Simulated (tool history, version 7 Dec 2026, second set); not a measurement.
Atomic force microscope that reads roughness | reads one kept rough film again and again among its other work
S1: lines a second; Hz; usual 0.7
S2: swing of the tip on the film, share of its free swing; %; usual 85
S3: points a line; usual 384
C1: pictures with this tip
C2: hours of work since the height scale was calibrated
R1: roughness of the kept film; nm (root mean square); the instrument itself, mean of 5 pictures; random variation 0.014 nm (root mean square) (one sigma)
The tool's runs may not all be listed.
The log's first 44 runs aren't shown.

run,hour,S1,S2,S3,C1,C2,R1
45,299.1,0.75,71,752,323,117,2.789
46,305.2,2.045,68,664,334,121,2.705
47,312.3,2.045,68,664,347,126,2.677
48,317.3,1.447,58,863,356,129,2.749
49,323.7,1.447,58,863,368,133,2.721
# hour 326.3: new tip fitted
50,332.1,1.383,64,562,10,139,3.329
51,341.4,0.862,62,358,28,145,3.338
52,347.2,0.7,58,261,38,149,3.3
53,353.5,2.279,62,384,50,153,3.217

4 ways to go on from here, each from the tool as it stands after run 53. What would each give?
A,360.8,2.428,86,312,63,158,?
B,360.8,0.809,75,572,63,158,?
C,360.8,0.7,70,384,63,158,?
D,360.8,2.279,85,1019,63,158,?

run,R1
A,2.911
B,3.221
C,3.262
D,2.964
Without the tool's hidden state the same runs would have given:
run,R1
A,3.051
B,3.375
C,3.419
D,3.107
